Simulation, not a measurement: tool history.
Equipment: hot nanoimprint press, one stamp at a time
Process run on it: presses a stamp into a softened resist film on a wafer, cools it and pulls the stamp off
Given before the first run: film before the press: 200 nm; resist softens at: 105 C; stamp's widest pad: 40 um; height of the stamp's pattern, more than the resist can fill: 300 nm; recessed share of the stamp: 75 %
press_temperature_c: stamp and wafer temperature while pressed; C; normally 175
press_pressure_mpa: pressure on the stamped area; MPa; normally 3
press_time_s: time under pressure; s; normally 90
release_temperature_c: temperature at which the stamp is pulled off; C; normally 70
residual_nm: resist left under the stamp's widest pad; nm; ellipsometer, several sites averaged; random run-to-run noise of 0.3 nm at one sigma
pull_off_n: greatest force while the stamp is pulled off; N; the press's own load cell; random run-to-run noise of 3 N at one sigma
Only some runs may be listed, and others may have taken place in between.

run	day	press_temperature_c	press_pressure_mpa	press_time_s	release_temperature_c	residual_nm	pull_off_n
1	0	175	3	90	70	119.4	146
2	1.296	175	3	90	70	119.6	138
3	3.408	175	3	90	70	119.5	137
4	4.883	175	3	90	70	120.4	140
5	7.692	175	3	90	70	120.1	141
6	9.683	175	3	90	70	120	137
7	10.988	175	2.38	90	70	133.1	146
8	13.683	175	2.38	90	70	132.6	143
# day 15.296: stamp cleaned and given a new release coat
9	15.296	175	2.38	90	70	132.7	144
10	17.354	175	2.38	90	70	133.1	139
11	19.321	175	3	90	70	120.6	140
12	21.421	175	3	90	70	120.8	144
13	24.071	175	3	99	70	117.6	139
14	26.658	175	3	83	70	122.8	136
# day 28.454: plate thermocouple calibrated
15	28.712	175	3	83	70	123	143
16	30.562	175	1.83	67	59	155.4	158
17	32.562	175	1.83	67	59	155.3	162
18	34.667	176	4.64	75	63	100.8	159
19	37.246	176	4.64	75	63	101.6	159
20	39.792	175	3	83	70	124	140
21	41.929	175	3	83	70	123.9	133
22	43.938	185	3.56	74	69	92	147
23	46.058	166	4.73	74	69	132.6	146
24	48.192	175	3	49	70	142.4	142
25	50.362	175	3	49	70	142.2	135
26	52.833	175	2.22	74	68	144.5	145
27	54.458	175	4.05	90	70	106	137
# day 55.108: stamp cleaned and given a new release coat
28	57.404	175	4.05	90	70	106.2	140
29	58.75	175	1.98	91	60	144.1	163

Alternative continuations, all from the tool just after run 29; predict every row:
A	60.562	172	1.98	55	74	?	?
B	60.562	182	3	81	70	?	?
C	60.562	181	3.05	91	71	?	?
D	60.562	175	3	90	70	?	?
E	60.562	174	2.5	91	64	?	?

run	residual_nm	pull_off_n
A	167	132
B	105.8	142
C	103.8	135
D	121.7	137
E	134.6	150
Without the tool's unlogged condition, the same runs would have read:
run	residual_nm	pull_off_n
A	164.3	132
B	104.1	141
C	102.1	135
D	119.7	137
E	132.4	150
